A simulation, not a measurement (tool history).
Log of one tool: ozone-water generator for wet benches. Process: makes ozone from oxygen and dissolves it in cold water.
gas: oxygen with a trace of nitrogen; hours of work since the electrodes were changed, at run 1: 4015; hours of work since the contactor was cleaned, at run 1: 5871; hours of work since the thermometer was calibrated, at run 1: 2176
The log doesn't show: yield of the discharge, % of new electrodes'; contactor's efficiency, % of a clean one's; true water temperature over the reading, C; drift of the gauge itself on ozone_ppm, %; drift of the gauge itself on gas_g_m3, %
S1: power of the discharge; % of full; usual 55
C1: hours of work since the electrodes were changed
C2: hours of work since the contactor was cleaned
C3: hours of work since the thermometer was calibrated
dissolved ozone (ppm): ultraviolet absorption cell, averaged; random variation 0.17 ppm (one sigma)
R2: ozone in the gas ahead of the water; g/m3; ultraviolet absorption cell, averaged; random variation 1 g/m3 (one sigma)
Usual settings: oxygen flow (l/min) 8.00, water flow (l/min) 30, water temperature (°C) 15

{"run": 1, "day": 0.0, "S1": 55, "oxygen flow (l/min)": 8.0, "water flow (l/min)": 30, "water temperature (°C)": 15, "C1": 4015, "C2": 5871, "C3": 2176, "dissolved ozone (ppm)": 22.0, "R2": 173.0}
{"run": 2, "day": 4.158, "S1": 55, "oxygen flow (l/min)": 8.0, "water flow (l/min)": 30, "water temperature (°C)": 15, "C1": 4114, "C2": 5970, "C3": 2275, "dissolved ozone (ppm)": 22.1, "R2": 174.0}
{"run": 3, "day": 7.2, "S1": 55, "oxygen flow (l/min)": 8.0, "water flow (l/min)": 30, "water temperature (°C)": 14, "C1": 4186, "C2": 6042, "C3": 2347, "dissolved ozone (ppm)": 22.1, "R2": 173.4}
{"run": 4, "day": 12.8, "S1": 55, "oxygen flow (l/min)": 8.0, "water flow (l/min)": 30, "water temperature (°C)": 15, "C1": 4319, "C2": 6175, "C3": 2480, "dissolved ozone (ppm)": 22.0, "R2": 174.7}
{"run": 5, "day": 17.412, "S1": 55, "oxygen flow (l/min)": 8.0, "water flow (l/min)": 30, "water temperature (°C)": 15, "C1": 4428, "C2": 6284, "C3": 2589, "dissolved ozone (ppm)": 21.9, "R2": 174.6}
{"run": 6, "day": 23.183, "S1": 55, "oxygen flow (l/min)": 8.0, "water flow (l/min)": 30, "water temperature (°C)": 19, "C1": 4565, "C2": 6421, "C3": 2726, "dissolved ozone (ppm)": 20.7, "R2": 176.2}
{"day": 26.496, "done": "contactor cleaned"}
{"run": 7, "day": 26.762, "S1": 55, "oxygen flow (l/min)": 8.0, "water flow (l/min)": 30, "water temperature (°C)": 15, "C1": 4646, "C2": 6, "C3": 2807, "dissolved ozone (ppm)": 22.1, "R2": 174.9}
{"run": 8, "day": 29.854, "S1": 55, "oxygen flow (l/min)": 8.0, "water flow (l/min)": 30, "water temperature (°C)": 15, "C1": 4720, "C2": 80, "C3": 2880, "dissolved ozone (ppm)": 22.0, "R2": 173.7}
{"run": 9, "day": 33.075, "S1": 55, "oxygen flow (l/min)": 8.0, "water flow (l/min)": 30, "water temperature (°C)": 15, "C1": 4796, "C2": 156, "C3": 2957, "dissolved ozone (ppm)": 22.2, "R2": 176.6}
{"run": 10, "day": 38.262, "S1": 55, "oxygen flow (l/min)": 8.0, "water flow (l/min)": 30, "water temperature (°C)": 12, "C1": 4919, "C2": 279, "C3": 3080, "dissolved ozone (ppm)": 22.7, "R2": 176.6}
{"run": 11, "day": 40.696, "S1": 55, "oxygen flow (l/min)": 8.0, "water flow (l/min)": 30, "water temperature (°C)": 15, "C1": 4977, "C2": 337, "C3": 3138, "dissolved ozone (ppm)": 22.2, "R2": 176.4}
{"run": 12, "day": 43.667, "S1": 55, "oxygen flow (l/min)": 8.0, "water flow (l/min)": 30, "water temperature (°C)": 15, "C1": 5048, "C2": 407, "C3": 3208, "dissolved ozone (ppm)": 21.9, "R2": 176.7}
{"run": 13, "day": 46.538, "S1": 55, "oxygen flow (l/min)": 8.0, "water flow (l/min)": 30, "water temperature (°C)": 15, "C1": 5116, "C2": 476, "C3": 3276, "dissolved ozone (ppm)": 21.8, "R2": 176.6}
{"run": 14, "day": 50.833, "S1": 45, "oxygen flow (l/min)": 7.75, "water flow (l/min)": 32, "water temperature (°C)": 7, "C1": 5218, "C2": 578, "C3": 3378, "dissolved ozone (ppm)": 19.5, "R2": 152.5}
{"run": 15, "day": 53.871, "S1": 43, "oxygen flow (l/min)": 4.76, "water flow (l/min)": 18, "water temperature (°C)": 12, "C1": 5290, "C2": 650, "C3": 3450, "dissolved ozone (ppm)": 26.8, "R2": 190.8}
{"run": 16, "day": 58.938, "S1": 43, "oxygen flow (l/min)": 4.76, "water flow (l/min)": 18, "water temperature (°C)": 12, "C1": 5410, "C2": 770, "C3": 3571, "dissolved ozone (ppm)": 27.2, "R2": 193.3}
{"run": 17, "day": 62.638, "S1": 60, "oxygen flow (l/min)": 5.2, "water flow (l/min)": 30, "water temperature (°C)": 15, "C1": 5498, "C2": 858, "C3": 3659, "dissolved ozone (ppm)": 23.0, "R2": 239.3}
{"run": 18, "day": 65.738, "S1": 42, "oxygen flow (l/min)": 9.94, "water flow (l/min)": 27, "water temperature (°C)": 15, "C1": 5571, "C2": 931, "C3": 3732, "dissolved ozone (ppm)": 18.7, "R2": 125.1}
{"run": 19, "day": 70.708, "S1": 42, "oxygen flow (l/min)": 9.94, "water flow (l/min)": 30, "water temperature (°C)": 15, "C1": 5689, "C2": 1049, "C3": 3850, "dissolved ozone (ppm)": 17.3, "R2": 125.6}
{"run": 20, "day": 75.488, "S1": 55, "oxygen flow (l/min)": 8.0, "water flow (l/min)": 45, "water temperature (°C)": 16, "C1": 5803, "C2": 1163, "C3": 3963, "dissolved ozone (ppm)": 15.3, "R2": 177.7}
{"run": 21, "day": 80.212, "S1": 81, "oxygen flow (l/min)": 5.21, "water flow (l/min)": 45, "water temperature (°C)": 8, "C1": 5915, "C2": 1275, "C3": 4076, "dissolved ozone (ppm)": 21.1, "R2": 311.2}
{"run": 22, "day": 83.196, "S1": 46, "oxygen flow (l/min)": 5.21, "water flow (l/min)": 45, "water temperature (°C)": 8, "C1": 5986, "C2": 1345, "C3": 4146, "dissolved ozone (ppm)": 13.2, "R2": 196.3}
{"run": 23, "day": 88.983, "S1": 76, "oxygen flow (l/min)": 5.1, "water flow (l/min)": 29, "water temperature (°C)": 19, "C1": 6123, "C2": 1483, "C3": 4284, "dissolved ozone (ppm)": 27.2, "R2": 298.6}
{"run": 24, "day": 94.042, "S1": 42, "oxygen flow (l/min)": 4.92, "water flow (l/min)": 26, "water temperature (°C)": 15, "C1": 6243, "C2": 1603, "C3": 4404, "dissolved ozone (ppm)": 19.0, "R2": 188.0}

Forecast each of these 5 alternatives for the next run:
{"run": "A", "day": 97.546, "S1": 55, "oxygen flow (l/min)": 8.0, "water flow (l/min)": 30, "water temperature (°C)": 23, "C1": 6326, "C2": 1686, "C3": 4487, "dissolved ozone (ppm)": "?", "R2": "?"}
{"run": "B", "day": 97.546, "S1": 42, "oxygen flow (l/min)": 5.48, "water flow (l/min)": 26, "water temperature (°C)": 15, "C1": 6326, "C2": 1686, "C3": 4487, "dissolved ozone (ppm)": "?", "R2": "?"}
{"run": "C", "day": 97.546, "S1": 55, "oxygen flow (l/min)": 8.0, "water flow (l/min)": 27, "water temperature (°C)": 15, "C1": 6326, "C2": 1686, "C3": 4487, "dissolved ozone (ppm)": "?", "R2": "?"}
{"run": "D", "day": 97.546, "S1": 55, "oxygen flow (l/min)": 7.12, "water flow (l/min)": 30, "water temperature (°C)": 15, "C1": 6326, "C2": 1686, "C3": 4487, "dissolved ozone (ppm)": "?", "R2": "?"}
{"run": "E", "day": 97.546, "S1": 42, "oxygen flow (l/min)": 4.92, "water flow (l/min)": 29, "water temperature (°C)": 15, "C1": 6326, "C2": 1686, "C3": 4487, "dissolved ozone (ppm)": "?", "R2": "?"}

run=A dissolved_ozone_(ppm)=19.4 R2=179.3
run=B dissolved_ozone_(ppm)=19.2 R2=175.5
run=C dissolved_ozone_(ppm)=23.7 R2=177.3
run=D dissolved_ozone_(ppm)=21.7 R2=190.7
run=E dissolved_ozone_(ppm)=17.5 R2=185.5
Without the tool's hidden state the same runs would have given:
run=A dissolved_ozone_(ppm)=19.4 R2=175.1
run=B dissolved_ozone_(ppm)=19.2 R2=171.3
run=C dissolved_ozone_(ppm)=23.8 R2=173.1
run=D dissolved_ozone_(ppm)=21.8 R2=186.2
run=E dissolved_ozone_(ppm)=17.6 R2=181.1

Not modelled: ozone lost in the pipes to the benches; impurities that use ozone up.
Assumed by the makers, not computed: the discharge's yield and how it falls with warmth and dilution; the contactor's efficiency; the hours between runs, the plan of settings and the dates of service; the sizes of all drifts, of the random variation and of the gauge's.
